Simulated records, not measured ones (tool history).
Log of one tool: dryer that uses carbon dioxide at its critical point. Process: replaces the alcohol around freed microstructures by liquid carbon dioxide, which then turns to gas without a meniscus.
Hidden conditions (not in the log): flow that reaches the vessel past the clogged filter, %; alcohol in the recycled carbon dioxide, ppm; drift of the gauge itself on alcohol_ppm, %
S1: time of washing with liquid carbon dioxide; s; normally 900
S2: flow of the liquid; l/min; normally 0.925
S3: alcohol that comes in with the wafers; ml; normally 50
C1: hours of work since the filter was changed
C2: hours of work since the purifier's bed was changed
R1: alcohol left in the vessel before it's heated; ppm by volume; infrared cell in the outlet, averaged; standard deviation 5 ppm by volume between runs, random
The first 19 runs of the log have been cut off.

run,day,S1,S2,S3,C1,C2,R1
20,10.496,900,1.507,50,99,427,72
21,11.033,900,1.139,50,106,434,78
22,11.538,1320,0.938,93,112,440,66
23,11.888,960,0.938,32,116,444,87
24,12.417,960,0.938,32,123,451,91
25,12.946,900,0.822,50,129,457,153
26,13.567,900,0.970,50,137,465,101
27,14.008,900,0.970,50,142,470,99
28,14.408,900,1.520,49,147,475,71
29,15.042,900,1.520,49,155,483,74
30,15.496,900,1.520,49,161,488,80
31,15.808,900,1.520,49,164,492,85
32,16.279,900,0.630,50,170,498,391
33,16.967,900,0.630,50,179,506,403
34,17.308,900,0.630,50,183,511,395
35,17.675,1320,0.917,50,187,515,83
36,18.188,960,0.701,25,193,521,154
37,18.538,1020,0.749,24,198,526,104
38,18.858,1020,1.005,77,202,530,91
39,19.404,1020,1.005,77,208,536,93
40,20.121,1320,1.005,44,217,545,78
41,20.500,660,0.925,50,222,550,310

Here are 3 independent what-if runs from the current tool condition. What would each one return?
A,20.988,1200,0.631,84,228,556,?
B,20.988,1380,0.925,87,228,556,?
C,20.988,660,0.925,40,228,556,?

run,R1
A,211
B,89
C,272
With no hidden state in the tool, these same runs would have given:
run,R1
A,103
B,10
C,159
